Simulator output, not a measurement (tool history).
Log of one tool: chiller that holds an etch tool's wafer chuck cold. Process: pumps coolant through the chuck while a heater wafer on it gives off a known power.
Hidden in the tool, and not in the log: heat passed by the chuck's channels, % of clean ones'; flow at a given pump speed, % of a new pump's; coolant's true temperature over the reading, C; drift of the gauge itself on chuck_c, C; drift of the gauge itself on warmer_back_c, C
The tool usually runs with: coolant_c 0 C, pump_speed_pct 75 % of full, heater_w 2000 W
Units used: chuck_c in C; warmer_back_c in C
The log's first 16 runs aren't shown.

run,hour,coolant_c,pump_speed_pct,heater_w,hours since the coolant was changed and the channels were flushed,hours since the pump was overhauled,hours since the chiller's thermometer was calibrated,chuck_c,warmer_back_c
17,479.3,-8,75,2000,1729,694,903,8.3,6.46
18,516.0,-8,75,2000,1765,731,939,8.4,6.38
19,552.7,0,89,1949,1802,767,976,13.8,5.20
20,576.3,0,89,1949,1826,791,1000,13.9,5.11
21,609.6,0,89,1949,1859,824,1033,13.9,5.13
22,644.2,-6,92,2297,1893,859,1067,9.8,5.84
23,679.3,3,75,2008,1929,894,1103,19.5,6.42
24,696.1,0,85,1101,1945,911,1119,8.0,2.93
25,715.1,0,85,1101,1964,930,1138,8.1,2.93
26,756.4,1,85,2198,2006,971,1180,17.1,6.05
27,793.8,-9,95,1980,2043,1008,1217,4.6,4.78
28,824.3,1,95,1993,2074,1039,1248,14.1,4.74
29,860.3,7,94,2114,2109,1075,1284,21.5,5.11

Predict the results of run 30:
30,890.7,7,94,2114,2140,1105,1314,?,?

{"run 30": {"chuck_c": 21.4, "warmer_back_c": 5.17}}
Without the tool's hidden state the same run would have given chuck_c 21.4 C, warmer_back_c 5.45 C.

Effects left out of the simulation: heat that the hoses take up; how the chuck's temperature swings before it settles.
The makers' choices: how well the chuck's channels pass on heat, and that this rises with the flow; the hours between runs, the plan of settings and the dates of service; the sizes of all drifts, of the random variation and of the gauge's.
